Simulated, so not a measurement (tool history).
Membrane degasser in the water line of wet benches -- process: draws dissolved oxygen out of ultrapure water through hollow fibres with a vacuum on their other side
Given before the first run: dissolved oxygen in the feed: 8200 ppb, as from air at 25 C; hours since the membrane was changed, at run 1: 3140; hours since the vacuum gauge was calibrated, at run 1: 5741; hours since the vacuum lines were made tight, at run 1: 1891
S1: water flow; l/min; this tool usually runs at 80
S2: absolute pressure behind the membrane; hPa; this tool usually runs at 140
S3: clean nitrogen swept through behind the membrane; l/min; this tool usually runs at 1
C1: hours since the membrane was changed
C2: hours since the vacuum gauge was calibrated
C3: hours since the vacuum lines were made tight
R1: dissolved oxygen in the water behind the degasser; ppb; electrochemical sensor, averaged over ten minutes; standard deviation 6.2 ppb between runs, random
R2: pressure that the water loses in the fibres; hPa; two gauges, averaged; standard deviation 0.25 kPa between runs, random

run	day	S1	S2	S3	C1	C2	C3	R1	R2
1	0	80	140	1	3140	5741	1891	1496.9	686.6
2	5.379	80	140	1	3269	5870	2020	1502.1	682.2
3	11.196	80	140	1	3408	6010	2159	1499.1	683
4	16.638	80	140	1	3539	6140	2290	1484.9	681.9
5	22.804	80	140	1	3687	6288	2438	1495.3	684.3
6	25.788	80	140	1	3758	6360	2510	1505	684.2
7	30.208	80	140	1	3865	6466	2616	1506.2	688.3
8	34.788	80	140	1	3974	6576	2726	1505.1	684.4
9	40.017	80	140	1	4100	6701	2851	1497	689.4
10	45.104	60	140	1	4222	6823	2973	1215.7	518.9
11	51.117	60	140	1	4366	6968	3117	1222.5	515.5
12	55.917	60	140	1	4481	7083	3233	1232.3	516.4
13	60.042	80	140	1	4581	7182	3332	1518.1	694.6
14	65.558	80	140	1	4713	7314	3464	1509.5	693.5

Run 15, settings as shown, results not yet in. Your forecast:
15	68.671	80	140	1	4788	7389	3539	?	?

{"run 15": {"R1": 1513.4, "R2": 692.3}}
With no hidden state in the tool, this same run would have given R1 1420.6 ppb, R2 663.8 hPa.

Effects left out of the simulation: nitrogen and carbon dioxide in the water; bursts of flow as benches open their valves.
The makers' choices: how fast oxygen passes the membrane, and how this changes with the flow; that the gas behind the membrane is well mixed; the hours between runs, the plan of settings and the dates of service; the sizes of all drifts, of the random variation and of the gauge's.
